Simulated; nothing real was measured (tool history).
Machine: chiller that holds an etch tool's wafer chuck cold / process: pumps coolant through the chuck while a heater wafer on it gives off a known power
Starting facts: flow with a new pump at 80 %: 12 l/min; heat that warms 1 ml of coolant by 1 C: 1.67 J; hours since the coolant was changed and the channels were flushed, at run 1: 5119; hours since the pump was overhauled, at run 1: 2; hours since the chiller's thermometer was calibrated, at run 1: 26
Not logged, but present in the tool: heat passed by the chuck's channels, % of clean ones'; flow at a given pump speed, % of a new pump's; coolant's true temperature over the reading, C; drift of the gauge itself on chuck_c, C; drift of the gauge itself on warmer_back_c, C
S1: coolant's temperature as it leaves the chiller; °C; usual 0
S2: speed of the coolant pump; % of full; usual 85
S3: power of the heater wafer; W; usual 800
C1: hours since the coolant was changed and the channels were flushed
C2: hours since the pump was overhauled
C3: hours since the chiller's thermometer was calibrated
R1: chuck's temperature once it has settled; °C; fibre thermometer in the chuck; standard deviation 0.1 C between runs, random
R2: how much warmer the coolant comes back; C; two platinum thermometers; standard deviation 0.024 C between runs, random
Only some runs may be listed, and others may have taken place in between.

run     day  S1  S2    S3    C1   C2   C3    R1    R2
  1   0.000   0  85   800  5119    2   26   6.8  2.29
  2   2.375   0  85   800  5176   59   83   7.1  2.26
  3   5.288  -4  85   800  5246  129  153   3.0  2.24
  4   8.146  -3  85   800  5315  198  222   3.9  2.26
  5  10.338  -3  85   800  5367  250  274   4.1  2.22
  6  12.042  -3  85   800  5408  291  315   4.0  2.26
  7  14.212   8  64   800  5460  343  367  16.5  2.96
  8  15.450   8  64   800  5490  373  397  16.3  2.91
  9  16.688  -3  87  1177  5520  403  427   7.2  3.26
 10  18.967   1  87  1177  5574  457  482  11.3  3.20
 11  21.371   1  62   626  5632  515  539   7.8  2.36
 12  23.642   0  81   853  5686  570  594   7.8  2.55

Predict each of these 3 candidate next runs independently; none follows another, all start after run 12:
  A  25.221   8  90   439  5724  608  632   ?   ?
  B  25.221  10  81  1132  5724  608  632   ?   ?
  C  25.221  -2  76   543  5724  608  632   ?   ?

run    R1    R2
  A  11.9  1.21
  B  20.3  3.33
  C   3.2  1.69
Without the tool's unlogged condition, the same runs would have read:
run    R1    R2
  A  11.6  1.21
  B  19.6  3.34
  C   2.8  1.69
